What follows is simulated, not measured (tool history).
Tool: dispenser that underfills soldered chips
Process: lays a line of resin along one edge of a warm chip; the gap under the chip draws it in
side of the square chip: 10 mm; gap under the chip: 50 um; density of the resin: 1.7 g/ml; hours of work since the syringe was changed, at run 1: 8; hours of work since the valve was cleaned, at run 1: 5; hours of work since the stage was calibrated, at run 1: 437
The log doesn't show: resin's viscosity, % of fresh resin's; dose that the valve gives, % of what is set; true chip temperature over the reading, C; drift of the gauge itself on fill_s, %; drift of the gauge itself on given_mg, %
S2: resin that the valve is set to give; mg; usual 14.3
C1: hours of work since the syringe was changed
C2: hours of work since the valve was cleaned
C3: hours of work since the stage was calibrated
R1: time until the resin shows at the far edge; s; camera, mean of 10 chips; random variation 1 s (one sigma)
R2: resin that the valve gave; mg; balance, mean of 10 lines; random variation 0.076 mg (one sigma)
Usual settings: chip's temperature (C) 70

Run 1, hour 0: usual settings; C1 8; C2 5; C3 437. Result: R1 188.2 s, R2 14.2 mg.
At hour 3.2: new syringe of resin.
Run 2, hour 13.7: usual settings; C1 8; C2 15; C3 448. Result: R1 195 s, R2 14.14 mg.
At hour 16.9: new syringe of resin.
Run 3, hour 26.9: usual settings; C1 8; C2 25; C3 457. Result: R1 189.6 s, R2 13.98 mg.
At hour 29.7: new syringe of resin.
Run 4, hour 38.7: usual settings; C1 7; C2 34; C3 466. Result: R1 179 s, R2 14.06 mg.
At hour 42.8: new syringe of resin.
Run 5, hour 46.6: usual settings; C1 3; C2 40; C3 472. Result: R1 125.2 s, R2 13.79 mg.
At hour 56: new syringe of resin.
Run 6, hour 62.6: usual settings; C1 5; C2 51; C3 484. Result: R1 141.6 s, R2 13.63 mg.
At hour 69.9: new syringe of resin.
Run 7, hour 72.9: usual settings but S2 16.8 mg; C1 2; C2 59; C3 491. Result: R1 116.9 s, R2 16.01 mg.
At hour 83.5: new syringe of resin.
Run 8, hour 86: usual settings but S2 16.8 mg; C1 2; C2 69; C3 501. Result: R1 111 s, R2 15.82 mg.
At hour 96.6: new syringe of resin.
Run 9, hour 97.5: usual settings but S2 17.9 mg; C1 1; C2 77; C3 509. Result: R1 101.1 s, R2 16.78 mg.
At hour 110.1: new syringe of resin.
Run 10, hour 110.1: usual settings but S2 17.9 mg; C1 0; C2 87; C3 519. Result: R1 93.1 s, R2 16.83 mg.
Run 11, hour 119.6: usual settings but S2 17.9 mg; C1 7; C2 94; C3 526. Result: R1 174 s, R2 16.63 mg.
At hour 123: new syringe of resin.
Run 12, hour 135.2: usual settings; C1 9; C2 105; C3 538. Result: R1 218.8 s, R2 13.12 mg.
At hour 136.2: new syringe of resin.
At hour 149.7: new syringe of resin.
Run 13, hour 151.3: usual settings; C1 1; C2 117; C3 549. Result: R1 107.7 s, R2 13.09 mg.
At hour 161.5: dispensing valve cleaned and set on the balance.
Run 14, hour 162.7: usual settings; C1 9; C2 1; C3 557. Result: R1 210 s, R2 14.3 mg.
At hour 163.9: new syringe of resin.
Run 15, hour 172.8: usual settings; C1 7; C2 8; C3 565. Result: R1 167.9 s, R2 14.21 mg.
At hour 177.6: new syringe of resin.
Run 16, hour 180.6: usual settings but chip's temperature (C) 66; C1 2; C2 14; C3 570. Result: R1 131 s, R2 14.08 mg.
At hour 191: new syringe of resin.
Run 17, hour 191: usual settings but chip's temperature (C) 79, S2 16.1 mg; C1 0; C2 22; C3 578. Result: R1 68.8 s, R2 15.85 mg.
Run 18, hour 198.7: usual settings but S2 14.6 mg; C1 6; C2 27; C3 584. Result: R1 157.9 s, R2 14.29 mg.
At hour 203.8: new syringe of resin.
Run 19, hour 208.8: usual settings but chip's temperature (C) 61, S2 15.1 mg; C1 4; C2 35; C3 591. Result: R1 179.1 s, R2 14.78 mg.
At hour 217: new syringe of resin.
Run 20, hour 218.1: usual settings but chip's temperature (C) 61, S2 15.3 mg; C1 1; C2 42; C3 598. Result: R1 138 s, R2 14.91 mg.
Run 21, hour 225.8: usual settings but S2 13.2 mg; C1 7; C2 48; C3 604. Result: R1 175.4 s, R2 12.65 mg.
At hour 230: new syringe of resin.
Run 22, hour 239.3: usual settings but chip's temperature (C) 73, S2 15.4 mg; C1 7; C2 58; C3 614. Result: R1 158.8 s, R2 14.76 mg.
At hour 243.4: new syringe of resin.
Run 23, hour 253.7: usual settings but chip's temperature (C) 73, S2 15.4 mg; C1 8; C2 68; C3 625. Result: R1 169.1 s, R2 14.65 mg.
At hour 256.1: new syringe of resin.
Run 24, hour 262.4: usual settings but chip's temperature (C) 64, S2 16.6 mg; C1 5; C2 75; C3 631. Result: R1 177 s, R2 15.69 mg.
At hour 269.1: new syringe of resin.
Run 25, hour 278.9: usual settings but chip's temperature (C) 69, S2 14.9 mg; C1 7; C2 87; C3 643. Result: R1 190.2 s, R2 13.81 mg.
At hour 282.4: new syringe of resin.
Run 26, hour 293.8: usual settings but chip's temperature (C) 58, S2 13.8 mg; C1 9; C2 98; C3 654. Result: R1 311.8 s, R2 12.83 mg.
At hour 295.7: new syringe of resin.
Run 27, hour 305.7: usual settings but chip's temperature (C) 58, S2 13.8 mg; C1 8; C2 107; C3 663. Result: R1 274.6 s, R2 12.58 mg.
At hour 309.2: new syringe of resin.
Run 28, hour 317.7: usual settings but chip's temperature (C) 58, S2 13.8 mg; C1 6; C2 116; C3 672. Result: R1 257.4 s, R2 12.43 mg.

3 ways to go on from here, each from the tool as it stands after run 28. What would each give?
At hour 322.4: new syringe of resin.
At hour 329.5: dispensing valve cleaned and set on the balance.
Run A, hour 329.9: usual settings but chip's temperature (C) 76, S2 15.3 mg; C1 5; C2 0; C3 680. Result: R1 ?, R2 ?.
At hour 322.4: new syringe of resin.
At hour 329.5: dispensing valve cleaned and set on the balance.
Run B, hour 329.9: usual settings but chip's temperature (C) 71, S2 13.8 mg; C1 5; C2 0; C3 680. Result: R1 ?, R2 ?.
At hour 322.4: new syringe of resin.
At hour 329.5: dispensing valve cleaned and set on the balance.
Run C, hour 329.9: usual settings but chip's temperature (C) 83, S2 12.3 mg; C1 5; C2 0; C3 680. Result: R1 ?, R2 ?.

run     R1     R2
  A  116.6  15.12
  B  141.5  13.74
  C   96.9  12.35
Without the tool's hidden state the same runs would have given:
run    R1     R2
  A  81.3  15.11
  B  98.8  13.73
  C  67.4  12.34
